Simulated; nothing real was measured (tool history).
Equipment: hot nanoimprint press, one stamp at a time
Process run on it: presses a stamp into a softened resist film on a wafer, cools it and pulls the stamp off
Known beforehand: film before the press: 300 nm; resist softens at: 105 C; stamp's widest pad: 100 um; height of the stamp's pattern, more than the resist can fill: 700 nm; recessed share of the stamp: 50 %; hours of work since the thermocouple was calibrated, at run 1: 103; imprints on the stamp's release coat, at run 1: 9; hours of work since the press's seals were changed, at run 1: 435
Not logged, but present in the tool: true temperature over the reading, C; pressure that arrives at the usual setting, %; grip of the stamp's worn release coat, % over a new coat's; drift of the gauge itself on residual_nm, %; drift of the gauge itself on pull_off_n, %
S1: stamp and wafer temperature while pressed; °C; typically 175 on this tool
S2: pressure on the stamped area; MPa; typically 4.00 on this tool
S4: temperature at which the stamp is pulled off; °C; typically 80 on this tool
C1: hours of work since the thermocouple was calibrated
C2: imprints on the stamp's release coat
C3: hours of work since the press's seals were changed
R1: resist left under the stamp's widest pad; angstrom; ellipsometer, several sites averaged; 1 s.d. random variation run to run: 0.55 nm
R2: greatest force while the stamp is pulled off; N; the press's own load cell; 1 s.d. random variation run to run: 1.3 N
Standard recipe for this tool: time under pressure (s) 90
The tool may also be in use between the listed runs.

Run 1, hour 0.0: usual settings; C1 103; C2 9; C3 435. Result: R1 1483 angstrom, R2 136 N.
Run 2, hour 11.4: usual settings; C1 109; C2 28; C3 441. Result: R1 1468 angstrom, R2 138 N.
Run 3, hour 23.8: usual settings; C1 116; C2 47; C3 447. Result: R1 1479 angstrom, R2 138 N.
Run 4, hour 43.1: usual settings but S1 173 °C; C1 126; C2 78; C3 457. Result: R1 1596 angstrom, R2 139 N.
Run 5, hour 57.1: usual settings; C1 133; C2 101; C3 464. Result: R1 1466 angstrom, R2 140 N.
Run 6, hour 74.4: usual settings; C1 142; C2 128; C3 473. Result: R1 1463 angstrom, R2 140 N.
Run 7, hour 84.2: usual settings; C1 147; C2 144; C3 478. Result: R1 1467 angstrom, R2 140 N.
Run 8, hour 104.8: usual settings; C1 157; C2 177; C3 489. Result: R1 1451 angstrom, R2 139 N.
Run 9, hour 122.9: usual settings; C1 167; C2 206; C3 498. Result: R1 1467 angstrom, R2 139 N.
Run 10, hour 144.4: usual settings; C1 178; C2 241; C3 509. Result: R1 1458 angstrom, R2 140 N.
Run 11, hour 155.7: usual settings; C1 184; C2 259; C3 515. Result: R1 1460 angstrom, R2 139 N.
Run 12, hour 168.1: usual settings but S1 184 °C, S2 3.53 MPa, time under pressure (s) 61, S4 86 °C; C1 190; C2 279; C3 522. Result: R1 1200 angstrom, R2 130 N.
Run 13, hour 178.7: usual settings but S2 3.29 MPa, time under pressure (s) 161, S4 74 °C; C1 195; C2 296; C3 527. Result: R1 1314 angstrom, R2 152 N.
Run 14, hour 193.3: usual settings but S2 5.97 MPa, time under pressure (s) 161, S4 68 °C; C1 203; C2 319; C3 534. Result: R1 960 angstrom, R2 166 N.
Run 15, hour 208.4: usual settings but S2 5.97 MPa, time under pressure (s) 95, S4 72 °C; C1 211; C2 343; C3 542. Result: R1 1166 angstrom, R2 158 N.
Run 16, hour 220.9: usual settings but S1 173 °C, S2 5.97 MPa, time under pressure (s) 95, S4 72 °C; C1 217; C2 363; C3 549. Result: R1 1286 angstrom, R2 156 N.
Run 17, hour 242.6: usual settings but S1 165 °C, time under pressure (s) 134; C1 228; C2 398; C3 560. Result: R1 1964 angstrom, R2 144 N.

Branching from run 17: 5 alternative next runs. What would each branch give?
Run A, hour 261.6: usual settings but S2 5.27 MPa, time under pressure (s) 73; C1 238; C2 428; C3 570. Result: R1 ?, R2 ?.
Run B, hour 261.6: usual settings but S1 164 °C, time under pressure (s) 88, S4 84 °C; C1 238; C2 428; C3 570. Result: R1 ?, R2 ?.
Run C, hour 261.6: usual settings but time under pressure (s) 134, S4 76 °C; C1 238; C2 428; C3 570. Result: R1 ?, R2 ?.
Run D, hour 261.6: usual settings but time under pressure (s) 103; C1 238; C2 428; C3 570. Result: R1 ?, R2 ?.
Run E, hour 261.6: usual settings but S1 181 °C, S2 2.43 MPa, time under pressure (s) 69; C1 238; C2 428; C3 570. Result: R1 ?, R2 ?.

run    R1   R2
  A  1366  142
  B  2253  134
  C  1245  149
  D  1382  143
  E  1569  143
With the hidden condition removed and each run's random variation left untouched, the same runs would have given:
run    R1   R2
  A  1381  137
  B  2285  129
  C  1268  144
  D  1406  138
  E  1601  138

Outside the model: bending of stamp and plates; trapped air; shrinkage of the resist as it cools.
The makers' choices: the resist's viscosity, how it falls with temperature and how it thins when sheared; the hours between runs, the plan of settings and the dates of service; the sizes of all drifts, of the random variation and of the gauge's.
